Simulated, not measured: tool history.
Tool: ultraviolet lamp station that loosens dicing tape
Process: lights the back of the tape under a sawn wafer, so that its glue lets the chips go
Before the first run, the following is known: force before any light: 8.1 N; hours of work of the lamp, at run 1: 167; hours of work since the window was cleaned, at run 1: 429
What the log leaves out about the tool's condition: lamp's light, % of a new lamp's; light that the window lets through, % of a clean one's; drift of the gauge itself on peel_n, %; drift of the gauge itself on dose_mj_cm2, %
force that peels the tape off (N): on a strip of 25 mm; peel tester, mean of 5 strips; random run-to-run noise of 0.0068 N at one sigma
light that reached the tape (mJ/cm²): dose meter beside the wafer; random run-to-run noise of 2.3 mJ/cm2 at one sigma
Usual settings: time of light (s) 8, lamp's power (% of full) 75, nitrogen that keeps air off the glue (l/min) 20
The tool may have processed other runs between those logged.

run	day	time of light (s)	lamp's power (% of full)	nitrogen that keeps air off the glue (l/min)	hours of work of the lamp	hours of work since the window was cleaned	force that peels the tape off (N)	light that reached the tape (mJ/cm²)
1	0	8	75	20	167	429	0.235	243
2	0.504	8	75	20	173	435	0.224	242
3	1.246	8	75	20	181	443	0.251	244
4	1.667	8	75	8	186	448	0.383	241
5	2.271	8	75	20	193	455	0.225	244
6	3.046	8	86	20	202	464	0.183	281
# day 3.662: window cleaned of glue's vapour
7	3.7	8	86	20	210	0	0.179	282
8	4.029	8	86	20	214	4	0.191	279
9	4.808	8	75	10	223	13	0.331	242
10	5.342	8	75	10	229	20	0.327	244
11	5.988	8	75	10	237	27	0.331	243
12	6.417	8	75	20	242	32	0.234	241
13	7.162	8	72	20	250	41	0.255	233
14	7.904	5	72	20	259	50	0.699	147
15	8.388	6	72	20	265	55	0.454	174
16	9.058	6	72	20	273	63	0.454	176
17	9.75	8	75	20	281	71	0.226	242
18	10.196	6	85	11	286	77	0.452	208
19	10.712	6	66	25	292	83	0.491	161
20	11.167	6	66	25	297	88	0.481	159
21	11.942	12	79	21	306	97	0.14	382
22	12.646	6	98	21	315	105	0.235	240
23	13.358	7	98	8	323	114	0.3	276
24	13.821	7	98	8	329	119	0.286	276
25	14.604	4	87	12	338	128	0.996	140
26	15.308	4	87	12	346	137	0.962	140
27	15.688	7	63	13	350	141	0.575	179
28	16.471	12	72	11	360	150	0.175	350
29	16.862	6	75	34	364	155	0.317	184
30	17.471	6	75	34	371	162	0.318	182
31	18.167	4	90	34	380	170	0.566	145
32	18.583	4	81	26	384	175	0.782	130
33	19.058	4	81	26	390	181	0.774	130

3 options for the next run, each taken on its own from the tool as it stands now. Forecast them:
A	19.8	11	75	7	399	189	?	?
B	19.8	15	78	20	399	189	?	?
C	19.8	10	75	20	399	189	?	?

run	force that peels the tape off (N)	light that reached the tape (mJ/cm²)
A	0.219	332
B	0.146	470
C	0.165	300
Had the tool no hidden state, the same runs would have come out as:
run	force that peels the tape off (N)	light that reached the tape (mJ/cm²)
A	0.218	333
B	0.146	470
C	0.165	301

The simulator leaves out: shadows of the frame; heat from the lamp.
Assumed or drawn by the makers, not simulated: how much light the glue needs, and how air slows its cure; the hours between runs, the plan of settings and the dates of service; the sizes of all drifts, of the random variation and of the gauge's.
